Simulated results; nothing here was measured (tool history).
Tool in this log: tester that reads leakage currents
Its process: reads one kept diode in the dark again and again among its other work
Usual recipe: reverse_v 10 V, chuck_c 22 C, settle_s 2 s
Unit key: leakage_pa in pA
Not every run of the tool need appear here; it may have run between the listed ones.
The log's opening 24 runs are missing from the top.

| run | day | reverse_v | chuck_c | settle_s | leakage_pa |
|---|---|---|---|---|---|
| 25 | 23.612 | 3.9 | 38 | 6.32 | 197.47 |
| 26 | 24.546 | 3.9 | 38 | 6.32 | 197.2 |
| 27 | 25.617 | 1 | 22 | 2 | 30.43 |
| 28 | 26.279 | 1 | 22 | 2 | 30.31 |
| 29 | 27.117 | 17.9 | 34 | 2 | 301.64 |
| 30 | 28.338 | 17.9 | 34 | 2 | 302.06 |
| 31 | 29.633 | 1.1 | 47 | 3.23 | 205.96 |
| 32 | 30.925 | 4 | 31 | 0.4 | 119.27 |
| 33 | 31.658 | 1.7 | 21 | 2.97 | 35.96 |
| 34 | 32.2 | 2.7 | 21 | 1.89 | 44.62 |
| 35 | 33.304 | 2.7 | 21 | 1.89 | 44.8 |

Branching from run 35: 5 alternative next runs. What would each branch give?
| A | 34.058 | 1.7 | 24 | 1.06 | ? |
| B | 34.058 | 2 | 53 | 1.89 | ? |
| C | 34.058 | 3.7 | 59 | 2.38 | ? |
| D | 34.058 | 10 | 22 | 1.58 | ? |
| E | 34.058 | 5 | 22 | 2 | ? |

| run | leakage_pa |
|---|---|
| A | 45.86 |
| B | 408.2 |
| C | 808.8 |
| D | 89.47 |
| E | 64.83 |
With no hidden state in the tool, these same runs would have given:
| run | leakage_pa |
|---|---|
| A | 45.81 |
| B | 407.82 |
| C | 808.08 |
| D | 89.35 |
| E | 64.75 |

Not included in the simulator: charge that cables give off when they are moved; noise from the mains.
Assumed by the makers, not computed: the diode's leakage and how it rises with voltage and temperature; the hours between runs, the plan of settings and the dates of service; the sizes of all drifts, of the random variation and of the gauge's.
